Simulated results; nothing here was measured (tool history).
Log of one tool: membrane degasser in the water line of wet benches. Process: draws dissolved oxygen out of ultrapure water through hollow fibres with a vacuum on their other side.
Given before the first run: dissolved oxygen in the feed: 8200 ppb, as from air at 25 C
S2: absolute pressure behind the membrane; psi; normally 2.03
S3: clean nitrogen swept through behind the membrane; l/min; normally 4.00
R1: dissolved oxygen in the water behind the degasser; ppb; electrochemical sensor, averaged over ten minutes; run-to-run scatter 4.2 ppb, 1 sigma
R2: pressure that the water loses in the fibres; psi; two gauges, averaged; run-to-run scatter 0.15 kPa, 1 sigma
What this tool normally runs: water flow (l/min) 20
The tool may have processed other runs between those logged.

run 1 hour=0.0 | water_flow_(l/min)=20 S2=2.03 S3=4.00 | R1=447.1 R2=5.784
run 2 hour=46.4 | water_flow_(l/min)=20 S2=2.03 S3=4.00 | R1=449.3 R2=5.745
run 3 hour=115.4 | water_flow_(l/min)=20 S2=2.03 S3=2.40 | R1=519.9 R2=5.802
run 4 hour=186.3 | water_flow_(l/min)=20 S2=2.03 S3=4.00 | R1=445.3 R2=5.770
-- hour=239.5 vacuum gauge calibrated
run 5 hour=286.2 | water_flow_(l/min)=20 S2=2.03 S3=4.00 | R1=440.9 R2=5.739
run 6 hour=385.1 | water_flow_(l/min)=20 S2=2.03 S3=4.00 | R1=432.0 R2=5.800
run 7 hour=436.1 | water_flow_(l/min)=20 S2=2.03 S3=3.55 | R1=470.1 R2=5.788
run 8 hour=480.2 | water_flow_(l/min)=20 S2=2.03 S3=3.55 | R1=452.6 R2=5.775
run 9 hour=572.0 | water_flow_(l/min)=20 S2=2.03 S3=3.55 | R1=464.8 R2=5.787
run 10 hour=671.6 | water_flow_(l/min)=20 S2=2.03 S3=3.55 | R1=463.9 R2=5.781
run 11 hour=747.1 | water_flow_(l/min)=20 S2=2.03 S3=4.00 | R1=447.5 R2=5.770
run 12 hour=838.4 | water_flow_(l/min)=20 S2=2.03 S3=4.00 | R1=444.5 R2=5.759
run 13 hour=923.5 | water_flow_(l/min)=20 S2=2.03 S3=4.00 | R1=450.4 R2=5.786
run 14 hour=1011.3 | water_flow_(l/min)=20 S2=2.03 S3=4.00 | R1=446.8 R2=5.778
run 15 hour=1104.5 | water_flow_(l/min)=20 S2=2.03 S3=4.00 | R1=451.3 R2=5.825
run 16 hour=1186.8 | water_flow_(l/min)=20 S2=2.03 S3=4.00 | R1=450.3 R2=5.823
run 17 hour=1246.1 | water_flow_(l/min)=20 S2=2.03 S3=4.00 | R1=452.5 R2=5.822
run 18 hour=1289.2 | water_flow_(l/min)=20 S2=5.02 S3=4.00 | R1=674.7 R2=5.807
run 19 hour=1348.6 | water_flow_(l/min)=20 S2=5.02 S3=4.00 | R1=680.9 R2=5.796
run 20 hour=1443.1 | water_flow_(l/min)=16 S2=4.21 S3=4.00 | R1=485.6 R2=4.612
run 21 hour=1514.0 | water_flow_(l/min)=16 S2=4.21 S3=4.00 | R1=470.4 R2=4.680
run 22 hour=1584.4 | water_flow_(l/min)=16 S2=4.21 S3=4.00 | R1=472.3 R2=4.672
run 23 hour=1673.2 | water_flow_(l/min)=18 S2=2.67 S3=2.91 | R1=508.0 R2=5.249
run 24 hour=1723.8 | water_flow_(l/min)=18 S2=2.67 S3=2.91 | R1=507.3 R2=5.310
run 25 hour=1812.5 | water_flow_(l/min)=27 S2=1.60 S3=2.44 | R1=657.0 R2=7.865
run 26 hour=1898.0 | water_flow_(l/min)=27 S2=1.60 S3=2.44 | R1=674.9 R2=7.829
run 27 hour=1979.4 | water_flow_(l/min)=13 S2=2.03 S3=4.00 | R1=262.0 R2=3.825
run 28 hour=2065.0 | water_flow_(l/min)=13 S2=2.03 S3=4.00 | R1=266.6 R2=3.819
run 29 hour=2111.8 | water_flow_(l/min)=23 S2=3.07 S3=4.00 | R1=629.0 R2=6.712
run 30 hour=2158.2 | water_flow_(l/min)=15 S2=2.97 S3=4.00 | R1=379.4 R2=4.389
run 31 hour=2246.0 | water_flow_(l/min)=15 S2=2.97 S3=4.00 | R1=379.7 R2=4.361
run 32 hour=2289.5 | water_flow_(l/min)=16 S2=2.03 S3=1.71 | R1=472.2 R2=4.670
run 33 hour=2375.2 | water_flow_(l/min)=16 S2=2.03 S3=1.71 | R1=479.9 R2=4.691

3 ways to go on from here, each from the tool as it stands after run 33. What would each give?
run A hour=2429.2 | water_flow_(l/min)=31 S2=3.34 S3=2.59 | R1=? R2=?
run B hour=2429.2 | water_flow_(l/min)=16 S2=2.03 S3=1.82 | R1=? R2=?
run C hour=2429.2 | water_flow_(l/min)=25 S2=2.03 S3=1.71 | R1=? R2=?

run=A R1=1041.0 R2=9.058
run=B R1=466.1 R2=4.659
run=C R1=768.4 R2=7.319
With no hidden state in the tool, these same runs would have given:
run=A R1=986.6 R2=8.765
run=B R1=430.3 R2=4.506
run=C R1=719.7 R2=7.081
